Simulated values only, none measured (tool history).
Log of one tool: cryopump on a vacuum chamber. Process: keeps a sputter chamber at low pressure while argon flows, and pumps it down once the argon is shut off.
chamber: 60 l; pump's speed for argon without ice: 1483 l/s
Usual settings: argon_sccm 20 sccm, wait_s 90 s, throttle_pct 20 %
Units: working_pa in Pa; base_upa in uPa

| run | hour | argon_sccm | wait_s | throttle_pct | working_pa | base_upa |
|---|---|---|---|---|---|---|
| 1 | 0.0 | 20 | 90 | 20 | 0.1141 | 0.87 |
| 2 | 18.2 | 20 | 90 | 20 | 0.1154 | 0.91 |
| 3 | 40.5 | 20 | 90 | 20 | 0.1149 | 0.90 |
| 4 | 68.9 | 17 | 90 | 20 | 0.0983 | 0.88 |
| 5 | 99.2 | 20 | 90 | 20 | 0.1152 | 0.92 |
| 6 | 121.9 | 20 | 90 | 20 | 0.1153 | 0.95 |
| 7 | 146.8 | 20 | 90 | 20 | 0.1143 | 0.94 |
| 8 | 170.4 | 20 | 90 | 20 | 0.1157 | 0.91 |
| 9 | 184.1 | 20 | 90 | 20 | 0.1151 | 0.89 |
| 10 | 210.7 | 20 | 90 | 36 | 0.0647 | 0.95 |
| 11 | 234.0 | 20 | 90 | 36 | 0.0651 | 0.98 |
| 12 | 255.3 | 20 | 90 | 46 | 0.0501 | 0.96 |
| 13 | 268.9 | 20 | 90 | 20 | 0.1158 | 0.97 |
| 14 | 287.2 | 20 | 90 | 20 | 0.1157 | 0.96 |
| 15 | 311.3 | 20 | 90 | 20 | 0.1155 | 0.98 |
| 16 | 332.2 | 20 | 90 | 20 | 0.1140 | 0.95 |
| 17 | 359.7 | 20 | 90 | 20 | 0.1148 | 1.02 |
| 18 | 386.4 | 12 | 193 | 41 | 0.0339 | 0.82 |
| 19 | 402.5 | 10 | 128 | 48 | 0.0243 | 0.97 |
| 20 | 416.3 | 10 | 128 | 48 | 0.0245 | 0.88 |
| 21 | 436.8 | 20 | 36 | 20 | 0.1144 | 1.50 |
| 22 | 455.8 | 18 | 48 | 28 | 0.0750 | 1.28 |
| 23 | 480.0 | 13 | 85 | 24 | 0.0627 | 1.00 |
| 24 | 506.1 | 13 | 143 | 24 | 0.0637 | 0.87 |
| 25 | 531.6 | 13 | 46 | 24 | 0.0621 | 1.27 |
| 26 | 549.8 | 13 | 46 | 24 | 0.0632 | 1.34 |
| 27 | 571.9 | 13 | 46 | 24 | 0.0622 | 1.38 |
| 28 | 589.2 | 25 | 226 | 21 | 0.1385 | 0.82 |
| 29 | 602.4 | 25 | 226 | 21 | 0.1387 | 0.85 |
| 30 | 619.5 | 25 | 226 | 21 | 0.1367 | 0.88 |
| 31 | 639.3 | 9 | 165 | 17 | 0.0618 | 0.93 |
| 32 | 662.2 | 15 | 90 | 38 | 0.0464 | 1.06 |
| 33 | 682.2 | 15 | 90 | 38 | 0.0466 | 1.11 |
| 34 | 699.3 | 11 | 194 | 60 | 0.0217 | 0.91 |

Hidden state or all else? Some run-to-run changes of working_pa, split into what the settings, what came in and random variation would give without the hidden state, and what is left for the hidden state (with any gauge scatter that isn't in both results):
The hidden state here: pump's speed, % of a pump's without ice; cold plate's temperature, K; leak into the chamber, uPa l/s; drift of the gauge itself on working_pa, %; drift of the gauge itself on base_upa, %.
Run 17 -> 18: argon_sccm 20 -> 12, wait_s 90 -> 193, throttle_pct 20 -> 41. working_pa -0.0809 Pa: hidden state -0.0006, all else -0.0803.
Run 20 -> 21: argon_sccm 10 -> 20, wait_s 128 -> 36, throttle_pct 48 -> 20. working_pa +0.0899 Pa: hidden state +0.0009, all else +0.0890.
Run 27 -> 28: argon_sccm 13 -> 25, wait_s 46 -> 226, throttle_pct 24 -> 21. working_pa +0.0763 Pa: hidden state +0.0012, all else +0.0751.
Run 30 -> 31: argon_sccm 25 -> 9, wait_s 226 -> 165, throttle_pct 21 -> 17. working_pa -0.0749 Pa: hidden state -0.0017, all else -0.0732.

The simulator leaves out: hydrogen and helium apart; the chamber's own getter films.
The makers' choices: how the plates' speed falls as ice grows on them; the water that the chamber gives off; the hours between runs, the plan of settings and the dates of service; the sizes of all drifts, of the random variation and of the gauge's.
